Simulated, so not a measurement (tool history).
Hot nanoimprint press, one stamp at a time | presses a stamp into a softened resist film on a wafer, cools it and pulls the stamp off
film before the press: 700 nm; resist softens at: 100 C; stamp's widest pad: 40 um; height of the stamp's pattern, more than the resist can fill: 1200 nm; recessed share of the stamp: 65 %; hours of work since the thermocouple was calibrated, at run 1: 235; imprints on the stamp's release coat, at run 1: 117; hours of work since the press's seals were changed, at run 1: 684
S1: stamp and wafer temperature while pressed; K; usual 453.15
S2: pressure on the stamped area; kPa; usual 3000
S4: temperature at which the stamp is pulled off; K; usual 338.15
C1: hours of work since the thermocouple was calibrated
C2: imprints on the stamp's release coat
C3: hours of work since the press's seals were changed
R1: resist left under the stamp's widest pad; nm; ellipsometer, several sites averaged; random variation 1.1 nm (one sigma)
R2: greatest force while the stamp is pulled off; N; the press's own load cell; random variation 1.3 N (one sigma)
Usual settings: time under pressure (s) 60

{"run": 1, "hour": 0.0, "S1": 453.15, "S2": 3000, "time under pressure (s)": 60, "S4": 338.15, "C1": 235, "C2": 117, "C3": 684, "R1": 342.3, "R2": 104}
{"hour": 27.8, "done": "plate thermocouple calibrated"}
{"run": 2, "hour": 32.6, "S1": 453.15, "S2": 3000, "time under pressure (s)": 60, "S4": 338.15, "C1": 3, "C2": 205, "C3": 702, "R1": 340.7, "R2": 106}
{"run": 3, "hour": 55.3, "S1": 453.15, "S2": 3000, "time under pressure (s)": 60, "S4": 338.15, "C1": 17, "C2": 272, "C3": 716, "R1": 339, "R2": 104}
{"run": 4, "hour": 80.4, "S1": 453.15, "S2": 3000, "time under pressure (s)": 60, "S4": 338.15, "C1": 32, "C2": 345, "C3": 731, "R1": 338.5, "R2": 105}
{"run": 5, "hour": 96.8, "S1": 453.15, "S2": 3000, "time under pressure (s)": 60, "S4": 338.15, "C1": 42, "C2": 394, "C3": 741, "R1": 340.1, "R2": 106}
{"run": 6, "hour": 118.9, "S1": 453.15, "S2": 3000, "time under pressure (s)": 39, "S4": 338.15, "C1": 56, "C2": 459, "C3": 755, "R1": 392, "R2": 106}
{"run": 7, "hour": 148.2, "S1": 453.15, "S2": 3000, "time under pressure (s)": 39, "S4": 338.15, "C1": 74, "C2": 546, "C3": 773, "R1": 391.9, "R2": 109}
{"run": 8, "hour": 174.3, "S1": 453.15, "S2": 3000, "time under pressure (s)": 39, "S4": 338.15, "C1": 90, "C2": 622, "C3": 789, "R1": 392.9, "R2": 109}
{"run": 9, "hour": 194.6, "S1": 453.15, "S2": 3000, "time under pressure (s)": 38, "S4": 338.15, "C1": 103, "C2": 682, "C3": 801, "R1": 395.8, "R2": 112}
{"run": 10, "hour": 213.1, "S1": 453.15, "S2": 4090, "time under pressure (s)": 60, "S4": 338.15, "C1": 114, "C2": 737, "C3": 813, "R1": 296.1, "R2": 115}
{"run": 11, "hour": 230.2, "S1": 453.15, "S2": 4090, "time under pressure (s)": 60, "S4": 338.15, "C1": 124, "C2": 787, "C3": 823, "R1": 296.1, "R2": 116}
{"run": 12, "hour": 257.5, "S1": 453.15, "S2": 4090, "time under pressure (s)": 60, "S4": 338.15, "C1": 141, "C2": 868, "C3": 840, "R1": 297.2, "R2": 115}
{"run": 13, "hour": 288.9, "S1": 453.15, "S2": 4090, "time under pressure (s)": 60, "S4": 338.15, "C1": 160, "C2": 960, "C3": 859, "R1": 299.2, "R2": 116}
{"run": 14, "hour": 305.3, "S1": 453.15, "S2": 4090, "time under pressure (s)": 60, "S4": 338.15, "C1": 171, "C2": 1009, "C3": 870, "R1": 298.4, "R2": 118}
{"run": 15, "hour": 324.7, "S1": 453.15, "S2": 4090, "time under pressure (s)": 60, "S4": 338.15, "C1": 182, "C2": 1066, "C3": 881, "R1": 299.2, "R2": 114}
{"run": 16, "hour": 350.8, "S1": 446.15, "S2": 3000, "time under pressure (s)": 60, "S4": 338.15, "C1": 199, "C2": 1143, "C3": 897, "R1": 453.3, "R2": 119}
{"run": 17, "hour": 373.3, "S1": 462.15, "S2": 3000, "time under pressure (s)": 60, "S4": 345.15, "C1": 212, "C2": 1209, "C3": 911, "R1": 238.5, "R2": 112}
{"run": 18, "hour": 396.1, "S1": 462.15, "S2": 4270, "time under pressure (s)": 55, "S4": 345.15, "C1": 226, "C2": 1277, "C3": 925, "R1": 206.6, "R2": 114}
{"run": 19, "hour": 415.5, "S1": 448.15, "S2": 3000, "time under pressure (s)": 40, "S4": 338.15, "C1": 238, "C2": 1334, "C3": 937, "R1": 474.3, "R2": 123}
{"hour": 438.1, "done": "plate thermocouple calibrated"}
{"hour": 448.4, "done": "stamp cleaned and given a new release coat"}
{"run": 20, "hour": 453.2, "S1": 453.15, "S2": 2170, "time under pressure (s)": 60, "S4": 338.15, "C1": 6, "C2": 15, "C3": 955, "R1": 388.6, "R2": 105}
{"run": 21, "hour": 474.6, "S1": 460.15, "S2": 3510, "time under pressure (s)": 60, "S4": 338.15, "C1": 19, "C2": 78, "C3": 968, "R1": 235.7, "R2": 102}
{"run": 22, "hour": 496.9, "S1": 460.15, "S2": 3510, "time under pressure (s)": 60, "S4": 338.15, "C1": 32, "C2": 144, "C3": 982, "R1": 234.5, "R2": 103}
{"run": 23, "hour": 528.5, "S1": 453.15, "S2": 4550, "time under pressure (s)": 55, "S4": 338.15, "C1": 52, "C2": 237, "C3": 1001, "R1": 291.6, "R2": 104}
{"run": 24, "hour": 552.9, "S1": 457.15, "S2": 3000, "time under pressure (s)": 77, "S4": 335.15, "C1": 67, "C2": 309, "C3": 1016, "R1": 264.1, "R2": 108}
{"run": 25, "hour": 576.5, "S1": 448.15, "S2": 2120, "time under pressure (s)": 77, "S4": 328.15, "C1": 81, "C2": 378, "C3": 1031, "R1": 439.2, "R2": 115}
{"run": 26, "hour": 601.4, "S1": 443.15, "S2": 3000, "time under pressure (s)": 50, "S4": 338.15, "C1": 97, "C2": 452, "C3": 1046, "R1": 519.6, "R2": 110}
{"run": 27, "hour": 616.0, "S1": 446.15, "S2": 3000, "time under pressure (s)": 69, "S4": 338.15, "C1": 106, "C2": 495, "C3": 1055, "R1": 433.7, "R2": 108}
{"run": 28, "hour": 641.7, "S1": 462.15, "S2": 3380, "time under pressure (s)": 69, "S4": 338.15, "C1": 121, "C2": 570, "C3": 1071, "R1": 211, "R2": 111}
{"run": 29, "hour": 665.4, "S1": 453.15, "S2": 2700, "time under pressure (s)": 59, "S4": 338.15, "C1": 136, "C2": 640, "C3": 1085, "R1": 363.3, "R2": 112}

The same runs without the tool's hidden state, with the same run-to-run variation:
The hidden state here: true temperature over the reading, C; pressure that arrives at the usual setting, %; grip of the stamp's worn release coat, % over a new coat's; drift of the gauge itself on residual_nm, %; drift of the gauge itself on pull_off_n, %.
run=1 R1=328.4 R2=102
run=2 R1=331.9 R2=103
run=3 R1=329.8 R2=100
run=4 R1=328.8 R2=100
run=5 R1=329.9 R2=100
run=6 R1=380.8 R2=99
run=7 R1=380 R2=101
run=8 R1=380.4 R2=100
run=9 R1=382.9 R2=102
run=10 R1=282.2 R2=104
run=11 R1=281.8 R2=104
run=12 R1=282.3 R2=102
run=13 R1=283.5 R2=102
run=14 R1=282.4 R2=103
run=15 R1=282.7 R2=99
run=16 R1=435.6 R2=102
run=17 R1=226.7 R2=95
run=18 R1=193.7 R2=96
run=19 R1=455.5 R2=103
run=20 R1=380.8 R2=105
run=21 R1=227 R2=101
run=22 R1=225.5 R2=101
run=23 R1=277.4 R2=100
run=24 R1=254.3 R2=104
run=25 R1=428.5 R2=110
run=26 R1=506.5 R2=104
run=27 R1=419.1 R2=101
run=28 R1=201 R2=103
run=29 R1=349.5 R2=102
